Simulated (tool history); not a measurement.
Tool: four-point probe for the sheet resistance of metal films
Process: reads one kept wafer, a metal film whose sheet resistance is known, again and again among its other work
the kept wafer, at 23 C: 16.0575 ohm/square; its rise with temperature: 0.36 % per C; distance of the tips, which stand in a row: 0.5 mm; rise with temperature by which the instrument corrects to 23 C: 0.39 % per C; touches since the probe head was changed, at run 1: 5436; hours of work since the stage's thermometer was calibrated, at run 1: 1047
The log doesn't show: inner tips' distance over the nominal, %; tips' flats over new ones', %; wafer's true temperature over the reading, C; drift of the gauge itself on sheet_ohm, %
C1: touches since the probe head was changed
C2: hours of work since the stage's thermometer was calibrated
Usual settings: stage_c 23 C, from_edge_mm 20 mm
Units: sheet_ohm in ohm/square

Run 1, hour 0: usual settings; C1 5436; C2 1047. Result: sheet_ohm 16.046648 ohm/square.
Run 2, hour 44.5: usual settings; C1 7411; C2 1074. Result: sheet_ohm 16.041395 ohm/square.
Run 3, hour 73.1: usual settings; C1 8680; C2 1092. Result: sheet_ohm 16.039003 ohm/square.
Run 4, hour 98.4: usual settings; C1 9802; C2 1108. Result: sheet_ohm 16.034696 ohm/square.
Run 5, hour 133: usual settings; C1 11336; C2 1129. Result: sheet_ohm 16.041746 ohm/square.
Run 6, hour 166.8: usual settings; C1 12837; C2 1151. Result: sheet_ohm 16.037822 ohm/square.
Run 7, hour 191.4: usual settings; C1 13926; C2 1166. Result: sheet_ohm 16.024929 ohm/square.
Run 8, hour 226.5: usual settings; C1 15484; C2 1188. Result: sheet_ohm 16.025084 ohm/square.
Run 9, hour 262.2: usual settings; C1 17069; C2 1210. Result: sheet_ohm 16.02087 ohm/square.
Run 10, hour 292.8: usual settings; C1 18427; C2 1229. Result: sheet_ohm 16.025413 ohm/square.
Run 11, hour 329.7: usual settings; C1 20065; C2 1252. Result: sheet_ohm 16.021177 ohm/square.
Run 12, hour 362.9: usual settings; C1 21539; C2 1273. Result: sheet_ohm 16.019025 ohm/square.
Run 13, hour 385: usual settings; C1 22516; C2 1286. Result: sheet_ohm 16.011074 ohm/square.
Run 14, hour 428.3: usual settings; C1 24439; C2 1313. Result: sheet_ohm 16.020815 ohm/square.
Run 15, hour 460.2: usual settings; C1 25855; C2 1333. Result: sheet_ohm 16.018996 ohm/square.
Run 16, hour 496.2: usual settings but stage_c 21 C; C1 27450; C2 1356. Result: sheet_ohm 16.029376 ohm/square.
Run 17, hour 536.2: usual settings but stage_c 21 C; C1 29226; C2 1381. Result: sheet_ohm 16.016949 ohm/square.
Run 18, hour 580.5: usual settings but stage_c 21 C; C1 31193; C2 1408. Result: sheet_ohm 16.010016 ohm/square.
Run 19, hour 625: usual settings; C1 33165; C2 1436. Result: sheet_ohm 16.000454 ohm/square.
Run 20, hour 646.5: usual settings; C1 34118; C2 1449. Result: sheet_ohm 15.99594 ohm/square.
Run 21, hour 666.2: usual settings; C1 34995; C2 1462. Result: sheet_ohm 15.993032 ohm/square.
Run 22, hour 703: usual settings; C1 36626; C2 1484. Result: sheet_ohm 15.994243 ohm/square.
Run 23, hour 730.1: usual settings but stage_c 21 C, from_edge_mm 4 mm; C1 37829; C2 1501. Result: sheet_ohm 16.130192 ohm/square.
Run 24, hour 775.9: usual settings but stage_c 30 C, from_edge_mm 68 mm; C1 39859; C2 1530. Result: sheet_ohm 15.950395 ohm/square.
Run 25, hour 808.1: usual settings but from_edge_mm 43 mm; C1 41289; C2 1550. Result: sheet_ohm 15.985462 ohm/square.
Run 26, hour 854.1: usual settings but stage_c 22 C, from_edge_mm 14 mm; C1 43332; C2 1579. Result: sheet_ohm 15.992941 ohm/square.
Run 27, hour 887.4: usual settings but stage_c 34 C, from_edge_mm 24 mm; C1 44810; C2 1599. Result: sheet_ohm 15.920584 ohm/square.
Run 28, hour 923.6: usual settings but stage_c 24 C, from_edge_mm 57 mm; C1 46413; C2 1622. Result: sheet_ohm 15.962248 ohm/square.
Run 29, hour 965.6: usual settings but from_edge_mm 49 mm; C1 48276; C2 1648. Result: sheet_ohm 15.973813 ohm/square.
Run 30, hour 1008.2: usual settings but from_edge_mm 49 mm; C1 50166; C2 1675. Result: sheet_ohm 15.97565 ohm/square.
Run 31, hour 1033.5: usual settings but from_edge_mm 3 mm; C1 51288; C2 1690. Result: sheet_ohm 16.202099 ohm/square.
Run 32, hour 1075.4: usual settings but from_edge_mm 3 mm; C1 53146; C2 1716. Result: sheet_ohm 16.197226 ohm/square.
Run 33, hour 1096.6: usual settings but stage_c 34 C, from_edge_mm 25 mm; C1 54088; C2 1730. Result: sheet_ohm 15.914297 ohm/square.
Run 34, hour 1137.9: usual settings but stage_c 24 C, from_edge_mm 5 mm; C1 55920; C2 1755. Result: sheet_ohm 16.037522 ohm/square.
Run 35, hour 1157.4: usual settings but stage_c 20 C, from_edge_mm 10 mm; C1 56784; C2 1767. Result: sheet_ohm 15.992024 ohm/square.
Run 36, hour 1183.1: usual settings but stage_c 20 C, from_edge_mm 10 mm; C1 57926; C2 1784. Result: sheet_ohm 15.988067 ohm/square.
Run 37, hour 1226.6: usual settings but stage_c 28 C, from_edge_mm 16 mm; C1 59859; C2 1811. Result: sheet_ohm 15.93028 ohm/square.
Run 38, hour 1270.8: usual settings but stage_c 34 C, from_edge_mm 52 mm; C1 61817; C2 1838. Result: sheet_ohm 15.889937 ohm/square.
Run 39, hour 1304: usual settings but stage_c 34 C, from_edge_mm 52 mm; C1 63289; C2 1859. Result: sheet_ohm 15.886415 ohm/square.
Run 40, hour 1348.4: usual settings but stage_c 34 C, from_edge_mm 52 mm; C1 65259; C2 1886. Result: sheet_ohm 15.881453 ohm/square.
Run 41, hour 1385.2: usual settings but from_edge_mm 50 mm; C1 66892; C2 1909. Result: sheet_ohm 15.944014 ohm/square.
Run 42, hour 1410.6: usual settings but from_edge_mm 23 mm; C1 68019; C2 1925. Result: sheet_ohm 15.944668 ohm/square.

Forecast each of these 5 alternatives for the next run:
Run A, hour 1448.5: usual settings but stage_c 30 C, from_edge_mm 5 mm; C1 69702; C2 1949. Result: sheet_ohm ?.
Run B, hour 1448.5: usual settings but stage_c 30 C, from_edge_mm 5 mm; C1 69702; C2 1949. Result: sheet_ohm ?.
Run C, hour 1448.5: usual settings but stage_c 35 C, from_edge_mm 3 mm; C1 69702; C2 1949. Result: sheet_ohm ?.
Run D, hour 1448.5: usual settings but stage_c 34 C, from_edge_mm 23 mm; C1 69702; C2 1949. Result: sheet_ohm ?.
Run E, hour 1448.5: usual settings but stage_c 21 C, from_edge_mm 10 mm; C1 69702; C2 1949. Result: sheet_ohm ?.

run  sheet_ohm
  A  15.987668
  B  15.980125
  C  16.113895
  D  15.881779
  E   15.96429
Without the tool's hidden state the same runs would have given:
run  sheet_ohm
  A  16.113213
  B   16.10561
  C  16.240024
  D  16.006274
  E  16.090298
